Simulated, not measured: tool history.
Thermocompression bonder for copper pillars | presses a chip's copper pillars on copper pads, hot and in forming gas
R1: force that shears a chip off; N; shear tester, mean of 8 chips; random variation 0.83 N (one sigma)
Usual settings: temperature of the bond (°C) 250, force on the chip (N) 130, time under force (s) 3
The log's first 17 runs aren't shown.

Run 18, hour 220.7: usual settings but time under force (s) 6. Result: R1 80.4 N.
Run 19, hour 229.1: usual settings but time under force (s) 6. Result: R1 82.7 N.
Run 20, hour 242.3: usual settings. Result: R1 68.6 N.
Run 21, hour 260.2: usual settings but temperature of the bond (°C) 260. Result: R1 77 N.
Run 22, hour 278.5: usual settings but force on the chip (N) 120. Result: R1 66.6 N.
At hour 283.4: forming gas filter changed.
Run 23, hour 291.3: usual settings but force on the chip (N) 120. Result: R1 69.3 N.
Run 24, hour 299.7: usual settings but force on the chip (N) 120. Result: R1 68.8 N.
Run 25, hour 317.4: usual settings but temperature of the bond (°C) 230, force on the chip (N) 126, time under force (s) 9. Result: R1 78.2 N.
Run 26, hour 325.6: usual settings but force on the chip (N) 111, time under force (s) 6. Result: R1 77.7 N.
Run 27, hour 333.2: usual settings but temperature of the bond (°C) 258. Result: R1 75.6 N.
At hour 336.1: heater calibrated with a thermocouple chip.
Run 28, hour 352.3: usual settings but temperature of the bond (°C) 258. Result: R1 76.9 N.
Run 29, hour 362.7: usual settings but temperature of the bond (°C) 255, force on the chip (N) 78, time under force (s) 4. Result: R1 59.7 N.
At hour 382.8: heater calibrated with a thermocouple chip, once more.
Run 30, hour 383: usual settings but temperature of the bond (°C) 255, force on the chip (N) 78, time under force (s) 4. Result: R1 53.5 N.
Run 31, hour 390.4: usual settings but temperature of the bond (°C) 255, force on the chip (N) 78, time under force (s) 4. Result: R1 53.9 N.
Run 32, hour 407.5: usual settings but temperature of the bond (°C) 255, force on the chip (N) 78, time under force (s) 4. Result: R1 54.2 N.
Run 33, hour 415.1: usual settings but temperature of the bond (°C) 231, time under force (s) 4. Result: R1 59.1 N.
Run 34, hour 431.1: usual settings but temperature of the bond (°C) 248, force on the chip (N) 107. Result: R1 57.5 N.
Run 35, hour 439.3: usual settings but temperature of the bond (°C) 248, force on the chip (N) 107. Result: R1 56.5 N.
Run 36, hour 456.6: usual settings but temperature of the bond (°C) 237, force on the chip (N) 155, time under force (s) 2. Result: R1 58.7 N.
Run 37, hour 466.7: usual settings but temperature of the bond (°C) 237, force on the chip (N) 155, time under force (s) 2. Result: R1 57.6 N.
Run 38, hour 476.1: usual settings but temperature of the bond (°C) 273, force on the chip (N) 124, time under force (s) 4. Result: R1 84.1 N.
Run 39, hour 493.2: usual settings but temperature of the bond (°C) 273, force on the chip (N) 86. Result: R1 63.6 N.

5 ways to go on from here, each from the tool as it stands after run 39. What would each give?
Run A, hour 510.2: usual settings but temperature of the bond (°C) 238, force on the chip (N) 96, time under force (s) 5. Result: R1 ?.
Run B, hour 510.2: usual settings but temperature of the bond (°C) 247, force on the chip (N) 104. Result: R1 ?.
Run C, hour 510.2: usual settings but temperature of the bond (°C) 269, force on the chip (N) 144, time under force (s) 2. Result: R1 ?.
Run D, hour 510.2: usual settings but temperature of the bond (°C) 226, force on the chip (N) 162, time under force (s) 7. Result: R1 ?.
Run E, hour 510.2: usual settings but temperature of the bond (°C) 226. Result: R1 ?.

run    R1
  A  56.3
  B  55.2
  C  75.4
  D  75.1
  E  51.7
Without the tool's hidden state the same runs would have given:
run    R1
  A  55.6
  B  54.5
  C  75.1
  D  74.9
  E  50.9

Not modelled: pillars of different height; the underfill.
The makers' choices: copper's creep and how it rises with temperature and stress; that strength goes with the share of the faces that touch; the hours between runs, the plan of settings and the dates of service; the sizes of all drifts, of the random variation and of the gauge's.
